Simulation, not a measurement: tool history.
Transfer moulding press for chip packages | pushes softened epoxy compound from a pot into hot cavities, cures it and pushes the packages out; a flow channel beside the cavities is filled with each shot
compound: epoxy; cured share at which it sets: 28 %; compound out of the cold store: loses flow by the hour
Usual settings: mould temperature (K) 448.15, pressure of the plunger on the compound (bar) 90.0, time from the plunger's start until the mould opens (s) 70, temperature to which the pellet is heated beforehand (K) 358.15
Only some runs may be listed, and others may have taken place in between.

| run | hour | mould temperature (K) | pressure of the plunger on the compound (bar) | time from the plunger's start until the mould opens (s) | temperature to which the pellet is heated beforehand (K) | incoming compound's hours out of the cold store | length that the compound runs in the flow channel (mm) | greatest force on the pins that push the packages out (N) |
|---|---|---|---|---|---|---|---|---|
| 1 | 0.0 | 448.15 | 90.0 | 70 | 358.15 | 29.2 | 471 | 466 |
|  | 38.3 | cavities cleaned with cleaning compound and waxed |
| 2 | 90.3 | 448.15 | 90.0 | 70 | 358.15 | 11.9 | 529 | 623 |
|  | 100.8 | plunger's sealing rings changed |
|  | 102.3 | cavities cleaned with cleaning compound and waxed |
|  | 128.1 | mould's thermocouples calibrated |
| 3 | 133.4 | 448.15 | 90.0 | 70 | 358.15 | 17.5 | 536 | 494 |
|  | 162.2 | cavities cleaned with cleaning compound and waxed |
| 4 | 194.5 | 448.15 | 90.0 | 70 | 358.15 | 24.1 | 494 | 499 |
|  | 219.6 | cavities cleaned with cleaning compound and waxed |
| 5 | 235.7 | 448.15 | 77.5 | 70 | 358.15 | 25.1 | 459 | 440 |
|  | 278.1 | cavities cleaned with cleaning compound and waxed |
| 6 | 315.3 | 448.15 | 77.5 | 56 | 358.15 | 29.3 | 444 | 898 |
|  | 338.9 | cavities cleaned with cleaning compound and waxed |
| 7 | 387.0 | 448.15 | 77.5 | 56 | 358.15 | 20.0 | 456 | 1036 |
|  | 396.2 | cavities cleaned with cleaning compound and waxed |
|  | 421.0 | plunger's sealing rings changed |
| 8 | 443.6 | 448.15 | 77.5 | 56 | 358.15 | 39.7 | 421 | 909 |
|  | 457.3 | cavities cleaned with cleaning compound and waxed |
| 9 | 503.4 | 448.15 | 77.5 | 56 | 358.15 | 15.1 | 500 | 1061 |
|  | 514.1 | cavities cleaned with cleaning compound and waxed |
| 10 | 563.2 | 448.15 | 77.5 | 96 | 358.15 | 37.2 | 425 | 430 |
|  | 575.7 | cavities cleaned with cleaning compound and waxed |
| 11 | 612.6 | 448.15 | 90.0 | 109 | 358.15 | 24.6 | 484 | 374 |
|  | 634.9 | cavities cleaned with cleaning compound and waxed |
| 12 | 661.0 | 452.15 | 90.0 | 109 | 358.15 | 10.4 | 530 | 341 |
|  | 692.5 | cavities cleaned with cleaning compound and waxed |
|  | 742.6 | plunger's sealing rings changed |
|  | 754.4 | cavities cleaned with cleaning compound and waxed |
| 13 | 754.4 | 453.15 | 90.0 | 109 | 358.15 | 44.7 | 439 | 209 |
|  | 784.9 | mould's thermocouples calibrated |
|  | 814.3 | cavities cleaned with cleaning compound and waxed |
| 14 | 836.7 | 448.15 | 90.0 | 67 | 358.15 | 19.5 | 523 | 518 |
|  | 873.7 | cavities cleaned with cleaning compound and waxed |
| 15 | 927.1 | 449.15 | 101.6 | 70 | 358.15 | 37.0 | 482 | 541 |
|  | 932.4 | cavities cleaned with cleaning compound and waxed |
| 16 | 979.6 | 456.15 | 98.2 | 78 | 350.15 | 18.3 | 529 | 420 |
|  | 995.8 | cavities cleaned with cleaning compound and waxed |
| 17 | 1028.9 | 448.15 | 98.2 | 70 | 363.15 | 47.7 | 431 | 484 |
|  | 1054.7 | cavities cleaned with cleaning compound and waxed |
|  | 1063.7 | plunger's sealing rings changed |
| 18 | 1075.3 | 452.15 | 102.6 | 76 | 358.15 | 12.7 | 574 | 341 |
|  | 1118.8 | cavities cleaned with cleaning compound and waxed |
| 19 | 1129.7 | 452.15 | 102.6 | 76 | 358.15 | 33.0 | 497 | 304 |
|  | 1177.5 | cavities cleaned with cleaning compound and waxed |
| 20 | 1215.0 | 443.15 | 88.6 | 70 | 350.15 | 21.8 | 499 | 759 |
|  | 1235.7 | cavities cleaned with cleaning compound and waxed |
| 21 | 1284.9 | 451.15 | 90.0 | 70 | 362.15 | 31.1 | 461 | 503 |
|  | 1292.8 | cavities cleaned with cleaning compound and waxed |
| 22 | 1333.6 | 451.15 | 90.0 | 89 | 358.15 | 45.2 | 423 | 388 |

Predict the results of run 23:
|  | 1355.0 | cavities cleaned with cleaning compound and waxed |
|  | 1387.6 | plunger's sealing rings changed |
|  | 1414.9 | cavities cleaned with cleaning compound and waxed |
| 23 | 1415.9 | 441.15 | 107.0 | 70 | 350.15 | 41.0 | ? | ? |

Run 23 gave length that the compound runs in the flow channel (mm) 507, greatest force on the pins that push the packages out (N) 463.
On a tool with no hidden condition, and with the same random variation, this run would have come out at length that the compound runs in the flow channel (mm) 509, greatest force on the pins that push the packages out (N) 425.
